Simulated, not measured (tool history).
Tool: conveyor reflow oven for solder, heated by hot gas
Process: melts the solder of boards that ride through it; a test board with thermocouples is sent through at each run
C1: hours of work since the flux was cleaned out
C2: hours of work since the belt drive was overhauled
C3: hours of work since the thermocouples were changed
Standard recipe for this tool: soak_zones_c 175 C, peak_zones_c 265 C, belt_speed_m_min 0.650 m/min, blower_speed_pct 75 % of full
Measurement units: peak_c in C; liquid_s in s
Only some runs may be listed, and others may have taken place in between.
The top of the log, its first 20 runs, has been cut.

run 21 hour=356.5 | soak_zones_c=165 peak_zones_c=277 belt_speed_m_min=0.771 blower_speed_pct=72 | C1=102 C2=871 C3=822 | peak_c=253.6 liquid_s=38.3
run 22 hour=379.8 | soak_zones_c=175 peak_zones_c=265 belt_speed_m_min=0.745 blower_speed_pct=76 | C1=117 C2=886 C3=837 | peak_c=247.4 liquid_s=39.1
run 23 hour=396.3 | soak_zones_c=175 peak_zones_c=265 belt_speed_m_min=0.745 blower_speed_pct=76 | C1=128 C2=897 C3=848 | peak_c=247.7 liquid_s=38.9
run 24 hour=407.3 | soak_zones_c=161 peak_zones_c=259 belt_speed_m_min=0.650 blower_speed_pct=75 | C1=136 C2=905 C3=856 | peak_c=244.1 liquid_s=39.3
run 25 hour=426.0 | soak_zones_c=189 peak_zones_c=259 belt_speed_m_min=0.726 blower_speed_pct=75 | C1=148 C2=917 C3=868 | peak_c=246.1 liquid_s=43.8
run 26 hour=446.4 | soak_zones_c=175 peak_zones_c=273 belt_speed_m_min=0.650 blower_speed_pct=75 | C1=162 C2=931 C3=882 | peak_c=259.0 liquid_s=52.3
run 27 hour=466.3 | soak_zones_c=164 peak_zones_c=271 belt_speed_m_min=0.619 blower_speed_pct=75 | C1=175 C2=944 C3=895 | peak_c=256.5 liquid_s=51.4
-- hour=474.8 flux residue cleaned out of gas plates and filters
run 28 hour=498.7 | soak_zones_c=172 peak_zones_c=278 belt_speed_m_min=0.589 blower_speed_pct=57 | C1=16 C2=963 C3=913 | peak_c=264.9 liquid_s=60.3
run 29 hour=524.6 | soak_zones_c=172 peak_zones_c=278 belt_speed_m_min=0.589 blower_speed_pct=57 | C1=33 C2=980 C3=931 | peak_c=263.5 liquid_s=60.0
run 30 hour=549.3 | soak_zones_c=175 peak_zones_c=270 belt_speed_m_min=0.650 blower_speed_pct=75 | C1=50 C2=997 C3=947 | peak_c=257.1 liquid_s=52.1
run 31 hour=575.1 | soak_zones_c=175 peak_zones_c=270 belt_speed_m_min=0.650 blower_speed_pct=75 | C1=67 C2=1014 C3=965 | peak_c=257.0 liquid_s=51.8

Consider 3 possible next runs. They are alternatives, not a sequence: every one starts from the tool as it was left by run 31. What does each give?
run A hour=601.9 | soak_zones_c=175 peak_zones_c=270 belt_speed_m_min=0.650 blower_speed_pct=88 | C1=85 C2=1032 C3=983 | peak_c=? liquid_s=?
run B hour=601.9 | soak_zones_c=176 peak_zones_c=272 belt_speed_m_min=0.545 blower_speed_pct=75 | C1=85 C2=1032 C3=983 | peak_c=? liquid_s=?
run C hour=601.9 | soak_zones_c=175 peak_zones_c=275 belt_speed_m_min=0.560 blower_speed_pct=79 | C1=85 C2=1032 C3=983 | peak_c=? liquid_s=?

run=A peak_c=258.4 liquid_s=52.6
run=B peak_c=264.3 liquid_s=67.0
run=C peak_c=265.9 liquid_s=65.9
With the hidden condition removed and each run's random variation left untouched, the same runs would have given:
run=A peak_c=256.2 liquid_s=51.1
run=B peak_c=261.9 liquid_s=65.3
run=C peak_c=263.5 liquid_s=64.2
